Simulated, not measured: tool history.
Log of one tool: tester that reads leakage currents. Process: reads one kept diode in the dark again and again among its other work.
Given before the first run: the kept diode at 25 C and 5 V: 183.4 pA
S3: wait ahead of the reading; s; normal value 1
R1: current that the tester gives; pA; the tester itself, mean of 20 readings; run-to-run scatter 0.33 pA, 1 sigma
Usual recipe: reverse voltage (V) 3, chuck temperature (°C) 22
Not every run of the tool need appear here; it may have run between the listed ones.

Run 1, hour 0: usual settings. Result: R1 119.31 pA.
Run 2, hour 76: usual settings but reverse voltage (V) 7.1. Result: R1 198.87 pA.
Run 3, hour 109.8: usual settings but reverse voltage (V) 7.1. Result: R1 199.74 pA.
Run 4, hour 151.6: usual settings but chuck temperature (°C) 20. Result: R1 102.38 pA.
Run 5, hour 215.3: usual settings but chuck temperature (°C) 20. Result: R1 102.66 pA.
Run 6, hour 252.4: usual settings but S3 8.33 s. Result: R1 120.94 pA.
Run 7, hour 313.8: usual settings but S3 8.33 s. Result: R1 121.7 pA.
Run 8, hour 369.6: usual settings but reverse voltage (V) 2.17. Result: R1 100.71 pA.
Run 9, hour 445.2: usual settings but reverse voltage (V) 2.17. Result: R1 101.5 pA.
Run 10, hour 487.7: usual settings but reverse voltage (V) 2.17. Result: R1 102.18 pA.
Run 11, hour 554.3: usual settings but S3 3.44 s. Result: R1 123.16 pA.
Run 12, hour 624.9: usual settings but chuck temperature (°C) 35. Result: R1 343.84 pA.
Run 13, hour 668.5: usual settings but chuck temperature (°C) 35. Result: R1 343.27 pA.
Run 14, hour 712.5: usual settings but chuck temperature (°C) 29. Result: R1 216.54 pA.
Run 15, hour 748.9: usual settings but chuck temperature (°C) 29. Result: R1 218.21 pA.
Run 16, hour 823.2: usual settings but S3 0.58 s. Result: R1 127.08 pA.
Run 17, hour 897.8: usual settings but S3 0.58 s. Result: R1 126.24 pA.
Run 18, hour 936.5: usual settings but S3 0.58 s. Result: R1 127.75 pA.
Run 19, hour 999.5: usual settings but reverse voltage (V) 2.02, chuck temperature (°C) 52, S3 2.91 s. Result: R1 936.77 pA.
Run 20, hour 1065.8: usual settings but S3 7.64 s. Result: R1 127.65 pA.
Run 21, hour 1117.4: usual settings but reverse voltage (V) 3.81, S3 6.53 s. Result: R1 148.31 pA.
Run 22, hour 1155.1: usual settings but reverse voltage (V) 5.71, S3 0.4 s. Result: R1 190.32 pA.
Run 23, hour 1217.8: usual settings but reverse voltage (V) 5.71, S3 0.4 s. Result: R1 190.94 pA.
At hour 1266.9: probe card cleaned and baked.
Run 24, hour 1275.9: usual settings but reverse voltage (V) 1.35, chuck temperature (°C) 26, S3 5.15 s. Result: R1 109.92 pA.
Run 25, hour 1328.4: usual settings but reverse voltage (V) 1.35, chuck temperature (°C) 24, S3 5.81 s. Result: R1 93.77 pA.
Run 26, hour 1392.2: usual settings but reverse voltage (V) 1.35, chuck temperature (°C) 24, S3 5.81 s. Result: R1 94.29 pA.
Run 27, hour 1471.7: usual settings but reverse voltage (V) 1.35, S3 5.81 s. Result: R1 80.4 pA.
Run 28, hour 1509.9: usual settings but reverse voltage (V) 11.86. Result: R1 283.3 pA.

Consider 5 possible next runs. They are alternatives, not a sequence: every one starts from the tool as it was left by run 28. What does each give?
Run A, hour 1562.7: usual settings but reverse voltage (V) 6.72, chuck temperature (°C) 20. Result: R1 ?.
Run B, hour 1562.7: usual settings but reverse voltage (V) 11.86, S3 2.24 s. Result: R1 ?.
Run C, hour 1562.7: usual settings but reverse voltage (V) 1.82. Result: R1 ?.
Run D, hour 1562.7: usual settings but reverse voltage (V) 1.35, S3 1.38 s. Result: R1 ?.
Run E, hour 1562.7: usual settings but reverse voltage (V) 11.86, chuck temperature (°C) 58, S3 0.88 s. Result: R1 ?.

run       R1
  A   175.01
  B      285
  C    96.43
  D    80.76
  E  4008.73
Stripped of hidden state, with their random variation kept, the same runs would have yielded:
run       R1
  A   145.39
  B   237.04
  C    80.42
  D    67.35
  E  3464.64

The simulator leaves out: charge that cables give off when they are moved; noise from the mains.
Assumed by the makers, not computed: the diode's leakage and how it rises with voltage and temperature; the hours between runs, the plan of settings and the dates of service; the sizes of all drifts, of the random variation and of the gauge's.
